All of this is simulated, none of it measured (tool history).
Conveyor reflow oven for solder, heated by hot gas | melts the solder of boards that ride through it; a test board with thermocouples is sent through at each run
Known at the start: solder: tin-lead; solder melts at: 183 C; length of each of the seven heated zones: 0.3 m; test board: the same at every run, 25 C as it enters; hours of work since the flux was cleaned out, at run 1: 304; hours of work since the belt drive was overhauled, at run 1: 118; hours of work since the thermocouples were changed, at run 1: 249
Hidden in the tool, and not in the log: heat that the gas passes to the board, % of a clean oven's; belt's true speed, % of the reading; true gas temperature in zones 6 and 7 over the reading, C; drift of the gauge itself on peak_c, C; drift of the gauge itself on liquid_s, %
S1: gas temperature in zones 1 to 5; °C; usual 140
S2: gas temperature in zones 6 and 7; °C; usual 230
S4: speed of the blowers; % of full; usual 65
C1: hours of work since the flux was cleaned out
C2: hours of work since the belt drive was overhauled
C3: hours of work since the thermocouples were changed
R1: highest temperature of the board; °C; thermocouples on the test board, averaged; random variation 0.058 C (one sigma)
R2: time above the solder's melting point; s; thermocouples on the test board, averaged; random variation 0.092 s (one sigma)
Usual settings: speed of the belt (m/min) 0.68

run 1 hour=0 | S1=140 S2=230 speed_of_the_belt_(m/min)=0.68 S4=65 | C1=304 C2=118 C3=249 | R1=212.45 R2=37.12
-- hour=9.2 flux residue cleaned out of gas plates and filters
run 2 hour=34.5 | S1=140 S2=230 speed_of_the_belt_(m/min)=0.819 S4=65 | C1=14 C2=134 C3=265 | R1=206.74 R2=26.75
run 3 hour=68.9 | S1=140 S2=230 speed_of_the_belt_(m/min)=0.819 S4=65 | C1=32 C2=152 C3=284 | R1=206.67 R2=26.63
run 4 hour=95.8 | S1=140 S2=230 speed_of_the_belt_(m/min)=0.819 S4=65 | C1=47 C2=167 C3=299 | R1=206.6 R2=26.78
run 5 hour=121.1 | S1=140 S2=230 speed_of_the_belt_(m/min)=0.819 S4=65 | C1=61 C2=181 C3=312 | R1=206.63 R2=26.75
run 6 hour=138.9 | S1=140 S2=230 speed_of_the_belt_(m/min)=0.819 S4=65 | C1=70 C2=190 C3=322 | R1=206.55 R2=26.71
run 7 hour=157.1 | S1=140 S2=230 speed_of_the_belt_(m/min)=0.819 S4=65 | C1=80 C2=200 C3=332 | R1=206.59 R2=26.75
run 8 hour=194.3 | S1=140 S2=230 speed_of_the_belt_(m/min)=0.819 S4=65 | C1=101 C2=220 C3=352 | R1=206.41 R2=26.64
run 9 hour=228.4 | S1=140 S2=230 speed_of_the_belt_(m/min)=0.819 S4=65 | C1=119 C2=239 C3=371 | R1=206.46 R2=26.52
run 10 hour=252.6 | S1=140 S2=230 speed_of_the_belt_(m/min)=0.819 S4=65 | C1=132 C2=252 C3=384 | R1=206.45 R2=26.38
run 11 hour=284.5 | S1=140 S2=230 speed_of_the_belt_(m/min)=0.68 S4=65 | C1=150 C2=270 C3=401 | R1=212.68 R2=37.55
run 12 hour=313.6 | S1=140 S2=230 speed_of_the_belt_(m/min)=0.68 S4=65 | C1=165 C2=285 C3=417 | R1=212.53 R2=37.56
run 13 hour=335.5 | S1=140 S2=230 speed_of_the_belt_(m/min)=0.68 S4=65 | C1=177 C2=297 C3=429 | R1=212.71 R2=37.6
run 14 hour=361.3 | S1=140 S2=230 speed_of_the_belt_(m/min)=0.68 S4=65 | C1=191 C2=311 C3=443 | R1=212.58 R2=37.47
run 15 hour=379.5 | S1=140 S2=230 speed_of_the_belt_(m/min)=0.68 S4=65 | C1=201 C2=321 C3=453 | R1=212.6 R2=37.5
run 16 hour=396.1 | S1=140 S2=222 speed_of_the_belt_(m/min)=0.66 S4=56 | C1=210 C2=330 C3=462 | R1=203.99 R2=32
run 17 hour=426 | S1=144 S2=228 speed_of_the_belt_(m/min)=0.66 S4=61 | C1=227 C2=346 C3=478 | R1=211.43 R2=38.95
run 18 hour=450.3 | S1=144 S2=228 speed_of_the_belt_(m/min)=0.66 S4=61 | C1=240 C2=360 C3=491 | R1=211.24 R2=38.85
run 19 hour=485.6 | S1=147 S2=219 speed_of_the_belt_(m/min)=0.66 S4=62 | C1=259 C2=379 C3=511 | R1=204.47 R2=35.11
run 20 hour=503 | S1=147 S2=219 speed_of_the_belt_(m/min)=0.66 S4=62 | C1=268 C2=388 C3=520 | R1=204.4 R2=35.01
run 21 hour=519.3 | S1=147 S2=219 speed_of_the_belt_(m/min)=0.66 S4=62 | C1=277 C2=397 C3=529 | R1=204.34 R2=35.12
-- hour=526.7 belt drive overhauled, speed set with a stopwatch
run 22 hour=556.8 | S1=147 S2=219 speed_of_the_belt_(m/min)=0.66 S4=62 | C1=295 C2=16 C3=547 | R1=204.47 R2=35.19
-- hour=582.3 flux residue cleaned out of gas plates and filters
run 23 hour=589.8 | S1=136 S2=221 speed_of_the_belt_(m/min)=0.817 S4=78 | C1=4 C2=32 C3=562 | R1=202.48 R2=24.21
run 24 hour=611.5 | S1=133 S2=231 speed_of_the_belt_(m/min)=0.579 S4=62 | C1=16 C2=43 C3=574 | R1=216.76 R2=46.2
run 25 hour=632.8 | S1=129 S2=243 speed_of_the_belt_(m/min)=0.635 S4=58 | C1=27 C2=55 C3=586 | R1=222.48 R2=43.71
run 26 hour=653.4 | S1=127 S2=231 speed_of_the_belt_(m/min)=0.635 S4=62 | C1=39 C2=66 C3=597 | R1=212.87 R2=37.6

The next listed run, before its measurement:
run 27 hour=685.9 | S1=127 S2=231 speed_of_the_belt_(m/min)=0.635 S4=62 | C1=56 C2=84 C3=615 | R1=? R2=?

Run 27 gave R1 212.75 °C, R2 37.78 s.
Without the tool's hidden state the same run would have given R1 213.29 °C, R2 37.57 s.

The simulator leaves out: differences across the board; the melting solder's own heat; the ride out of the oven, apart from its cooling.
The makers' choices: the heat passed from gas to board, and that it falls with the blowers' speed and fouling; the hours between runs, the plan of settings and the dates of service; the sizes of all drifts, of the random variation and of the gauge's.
